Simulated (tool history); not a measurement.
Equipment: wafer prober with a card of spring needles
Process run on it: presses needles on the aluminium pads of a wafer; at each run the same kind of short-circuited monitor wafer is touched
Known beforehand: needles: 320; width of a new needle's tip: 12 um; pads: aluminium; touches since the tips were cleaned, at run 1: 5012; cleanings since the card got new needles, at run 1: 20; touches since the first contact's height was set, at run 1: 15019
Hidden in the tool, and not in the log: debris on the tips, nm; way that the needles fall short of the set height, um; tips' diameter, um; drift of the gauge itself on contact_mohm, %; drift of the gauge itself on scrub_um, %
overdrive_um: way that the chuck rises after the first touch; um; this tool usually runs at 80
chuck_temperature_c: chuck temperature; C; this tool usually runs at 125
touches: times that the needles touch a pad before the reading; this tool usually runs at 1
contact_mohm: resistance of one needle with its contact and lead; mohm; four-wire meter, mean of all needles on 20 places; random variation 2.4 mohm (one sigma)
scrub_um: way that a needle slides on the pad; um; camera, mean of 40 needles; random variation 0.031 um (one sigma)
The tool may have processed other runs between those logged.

run	day	overdrive_um	chuck_temperature_c	touches	touches since the tips were cleaned	cleanings since the card got new needles	touches since the first contact's height was set	contact_mohm	scrub_um
1	0	80	125	1	5012	20	15019	277	21.33
# day 0.133: tips cleaned on abrasive film
2	0.342	86	125	1	2996	21	19832	276	22.97
# day 0.604: tips cleaned on abrasive film
3	0.733	80	125	2	1837	22	25381	270	21.39
4	0.975	80	125	2	5313	22	28857	277	21.37
# day 1.092: tips cleaned on abrasive film
5	1.242	80	125	2	2135	23	32569	275	21.45
6	1.492	80	125	2	5715	23	36149	281	21.4
# day 1.579: tips cleaned on abrasive film
7	1.712	80	125	2	1945	24	39269	272	21.49
8	2.025	80	125	2	6402	24	43726	272	21.48
# day 2.062: tips cleaned on abrasive film
9	2.408	99	125	1	4953	25	49148	281	26.51
# day 2.542: tips cleaned on abrasive film
10	2.583	99	125	1	575	26	51579	278	26.54
11	2.904	80	125	2	5152	26	56156	270	21.51
# day 3.025: tips cleaned on abrasive film
12	3.158	80	125	1	1902	27	59711	271	21.5
13	3.458	80	125	1	6219	27	64028	274	21.53
# day 3.504: tips cleaned on abrasive film
14	3.783	80	125	1	4021	28	68618	280	21.46
# day 3.975: tips cleaned on abrasive film
15	4.142	80	125	2	2361	29	73642	273	21.55
# day 4.279: height of the first contact set anew
16	4.396	96	65	2	5805	29	1636	254	25.86
# day 4.458: tips cleaned on abrasive film
17	4.788	64	31	1	4692	30	7213	247	17.24
# day 4.958: tips cleaned on abrasive film
18	5.162	64	42	1	2897	31	12484	251	17.31
# day 5.438: tips cleaned on abrasive film
19	5.467	98	101	3	398	32	16763	267	26.4
20	5.675	76	96	1	3392	32	19757	272	20.48
21	5.862	75	125	1	6085	32	22450	274	20.24
# day 5.921: tips cleaned on abrasive film
22	6.067	75	125	1	2088	33	25280	278	20.22
23	6.35	66	106	1	6171	33	29363	269	17.84
# day 6.408: tips cleaned on abrasive film
24	6.579	71	106	1	2475	34	32575	272	19.24
# day 6.9: tips cleaned on abrasive film
25	7	65	68	1	1427	35	38537	258	17.65
26	7.208	60	100	1	4389	35	41499	270	16.22
# day 7.383: tips cleaned on abrasive film
27	7.425	60	100	1	610	36	44517	269	16.28
28	7.629	60	100	1	3517	36	47424	271	16.26
29	7.825	66	100	3	6312	36	50219	273	17.89
# day 7.871: tips cleaned on abrasive film
30	8.217	95	65	2	4936	37	55791	257	25.8

Below, some changes in scrub_um between adjacent runs. For each, the amount present without the hidden state too (settings, incoming material, random variation) and the amount remaining for the hidden state with gauge scatter not shared by both compared results:
Run 16 -> 17: overdrive_um 96 -> 64, chuck_temperature_c 65 -> 31, touches 2 -> 1, tips cleaned on abrasive film. scrub_um -8.62 um: hidden state -0.07, all else -8.55.
Run 18 -> 19: overdrive_um 64 -> 98, chuck_temperature_c 42 -> 101, touches 1 -> 3, tips cleaned on abrasive film. scrub_um +9.09 um: hidden state +0.11, all else +8.98.
Run 29 -> 30: overdrive_um 66 -> 95, chuck_temperature_c 100 -> 65, touches 3 -> 2, tips cleaned on abrasive film. scrub_um +7.91 um: hidden state +0.16, all else +7.75.
